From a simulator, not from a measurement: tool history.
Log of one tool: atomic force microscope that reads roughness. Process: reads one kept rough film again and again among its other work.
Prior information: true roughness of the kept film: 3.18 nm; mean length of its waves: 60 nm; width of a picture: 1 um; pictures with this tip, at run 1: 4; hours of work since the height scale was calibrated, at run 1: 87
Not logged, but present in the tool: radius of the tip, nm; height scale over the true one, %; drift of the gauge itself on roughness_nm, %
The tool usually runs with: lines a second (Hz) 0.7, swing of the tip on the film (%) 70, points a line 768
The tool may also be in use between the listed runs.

| run | day | lines a second (Hz) | swing of the tip on the film (%) | points a line | pictures with this tip | hours of work since the height scale was calibrated | roughness of the kept film (nm (root mean square)) |
|---|---|---|---|---|---|---|---|
| 1 | 0 | 0.7 | 70 | 768 | 4 | 87 | 3.014 |
| 2 | 0.975 | 0.7 | 70 | 768 | 33 | 99 | 2.97 |
| 3 | 1.971 | 0.7 | 70 | 768 | 62 | 111 | 2.927 |
| 4 | 3.783 | 2.621 | 70 | 768 | 114 | 133 | 2.726 |
| 5 | 4.654 | 2.621 | 70 | 768 | 140 | 143 | 2.688 |
|  | 5.5 | new tip fitted |
| 6 | 5.529 | 0.7 | 70 | 768 | 1 | 153 | 3.003 |
| 7 | 6.821 | 0.7 | 70 | 259 | 38 | 169 | 2.939 |
| 8 | 7.875 | 0.7 | 70 | 768 | 69 | 182 | 2.896 |
| 9 | 8.95 | 0.7 | 70 | 768 | 100 | 195 | 2.834 |
| 10 | 9.85 | 0.7 | 70 | 768 | 126 | 206 | 2.809 |
|  | 11.246 | new tip fitted |
| 11 | 11.592 | 0.7 | 70 | 768 | 10 | 226 | 2.987 |
| 12 | 13.096 | 0.7 | 70 | 768 | 53 | 245 | 2.918 |
| 13 | 14.108 | 0.7 | 70 | 393 | 83 | 257 | 2.866 |
| 14 | 15.583 | 0.7 | 70 | 768 | 126 | 275 | 2.818 |
| 15 | 16.4 | 0.7 | 70 | 768 | 150 | 285 | 2.769 |
|  | 16.988 | new tip fitted |
| 16 | 18.088 | 0.7 | 70 | 768 | 32 | 305 | 2.932 |
| 17 | 19.85 | 3.411 | 70 | 615 | 84 | 326 | 2.681 |
| 18 | 21.096 | 0.835 | 81 | 330 | 120 | 341 | 2.76 |
| 19 | 22.3 | 0.835 | 81 | 330 | 155 | 356 | 2.73 |
|  | 22.7 | new tip fitted |
| 20 | 23.138 | 3.719 | 62 | 456 | 13 | 366 | 2.868 |
| 21 | 24.65 | 1.244 | 71 | 445 | 57 | 384 | 2.859 |
| 22 | 25.617 | 1.174 | 70 | 428 | 85 | 396 | 2.834 |
| 23 | 27.258 | 1.174 | 63 | 566 | 133 | 415 | 2.777 |
|  | 28.396 | new tip fitted |
| 24 | 28.983 | 1.702 | 56 | 443 | 17 | 436 | 2.933 |
| 25 | 30.525 | 0.7 | 70 | 415 | 62 | 455 | 2.913 |
| 26 | 31.712 | 0.888 | 59 | 889 | 97 | 469 | 2.861 |
| 27 | 32.942 | 0.888 | 59 | 889 | 133 | 484 | 2.797 |
| 28 | 33.858 | 1.346 | 59 | 536 | 159 | 495 | 2.739 |
|  | 34.108 | new tip fitted |
| 29 | 35.688 | 1.559 | 67 | 489 | 46 | 517 | 2.886 |
| 30 | 37.592 | 1.559 | 67 | 489 | 101 | 540 | 2.792 |

What if the next run were any one of these 3? Each begins from the tool's condition after run 30:
| A | 39.2 | 2.866 | 63 | 901 | 148 | 559 | ? |
| B | 39.2 | 3.997 | 81 | 570 | 148 | 559 | ? |
| C | 39.2 | 0.7 | 70 | 656 | 148 | 559 | ? |

| run | roughness of the kept film (nm (root mean square)) |
|---|---|
| A | 2.684 |
| B | 2.414 |
| C | 2.752 |
Without the tool's unlogged condition, the same runs would have read:
| run | roughness of the kept film (nm (root mean square)) |
|---|---|
| A | 2.951 |
| B | 2.655 |
| C | 3.027 |
